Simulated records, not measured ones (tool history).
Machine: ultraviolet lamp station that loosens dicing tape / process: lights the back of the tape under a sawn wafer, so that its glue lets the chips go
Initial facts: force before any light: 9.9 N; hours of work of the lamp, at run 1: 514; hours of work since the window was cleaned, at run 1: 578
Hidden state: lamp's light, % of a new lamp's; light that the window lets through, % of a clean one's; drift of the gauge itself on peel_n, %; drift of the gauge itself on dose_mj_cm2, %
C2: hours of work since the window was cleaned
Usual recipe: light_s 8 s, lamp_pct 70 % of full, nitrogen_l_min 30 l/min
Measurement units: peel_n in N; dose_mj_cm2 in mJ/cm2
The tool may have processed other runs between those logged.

run 1 hour=0 | light_s=8 lamp_pct=70 nitrogen_l_min=30 | hours_of_work_of_the_lamp=514 C2=578 | peel_n=1.512 dose_mj_cm2=237
run 2 hour=30.9 | light_s=8 lamp_pct=70 nitrogen_l_min=30 | hours_of_work_of_the_lamp=529 C2=594 | peel_n=1.615 dose_mj_cm2=230
run 3 hour=66 | light_s=8 lamp_pct=70 nitrogen_l_min=30 | hours_of_work_of_the_lamp=547 C2=611 | peel_n=1.631 dose_mj_cm2=226
run 4 hour=113.2 | light_s=8 lamp_pct=70 nitrogen_l_min=30 | hours_of_work_of_the_lamp=570 C2=635 | peel_n=1.651 dose_mj_cm2=227
-- hour=120.4 window cleaned of glue's vapour
run 5 hour=161.4 | light_s=8 lamp_pct=70 nitrogen_l_min=30 | hours_of_work_of_the_lamp=594 C2=20 | peel_n=1.733 dose_mj_cm2=220
run 6 hour=186.5 | light_s=8 lamp_pct=68 nitrogen_l_min=30 | hours_of_work_of_the_lamp=607 C2=33 | peel_n=1.804 dose_mj_cm2=211
run 7 hour=220 | light_s=8 lamp_pct=68 nitrogen_l_min=30 | hours_of_work_of_the_lamp=623 C2=50 | peel_n=1.803 dose_mj_cm2=213
run 8 hour=266 | light_s=8 lamp_pct=68 nitrogen_l_min=30 | hours_of_work_of_the_lamp=646 C2=73 | peel_n=1.935 dose_mj_cm2=206
run 9 hour=305.9 | light_s=8 lamp_pct=68 nitrogen_l_min=30 | hours_of_work_of_the_lamp=666 C2=93 | peel_n=1.931 dose_mj_cm2=203
run 10 hour=335.3 | light_s=8 lamp_pct=70 nitrogen_l_min=13 | hours_of_work_of_the_lamp=681 C2=107 | peel_n=3.087 dose_mj_cm2=213
run 11 hour=367.2 | light_s=8 lamp_pct=70 nitrogen_l_min=13 | hours_of_work_of_the_lamp=697 C2=123 | peel_n=3.033 dose_mj_cm2=213
-- hour=397.4 window cleaned of glue's vapour, once more
run 12 hour=405.8 | light_s=8 lamp_pct=70 nitrogen_l_min=13 | hours_of_work_of_the_lamp=716 C2=4 | peel_n=2.196 dose_mj_cm2=273
run 13 hour=446.5 | light_s=8 lamp_pct=62 nitrogen_l_min=30 | hours_of_work_of_the_lamp=736 C2=25 | peel_n=1.561 dose_mj_cm2=236
run 14 hour=490.8 | light_s=8 lamp_pct=70 nitrogen_l_min=32 | hours_of_work_of_the_lamp=758 C2=47 | peel_n=1.227 dose_mj_cm2=260

Run 15, settings as shown, results not yet in. Your forecast:
run 15 hour=530.8 | light_s=8 lamp_pct=70 nitrogen_l_min=32 | hours_of_work_of_the_lamp=778 C2=67 | peel_n=? dose_mj_cm2=?

peel_n: 1.212 N
dose_mj_cm2: 260 mJ/cm2
If the tool had no hidden condition, the same run with the same run-to-run variation would have returned peel_n 0.965 N, dose_mj_cm2 292 mJ/cm2.

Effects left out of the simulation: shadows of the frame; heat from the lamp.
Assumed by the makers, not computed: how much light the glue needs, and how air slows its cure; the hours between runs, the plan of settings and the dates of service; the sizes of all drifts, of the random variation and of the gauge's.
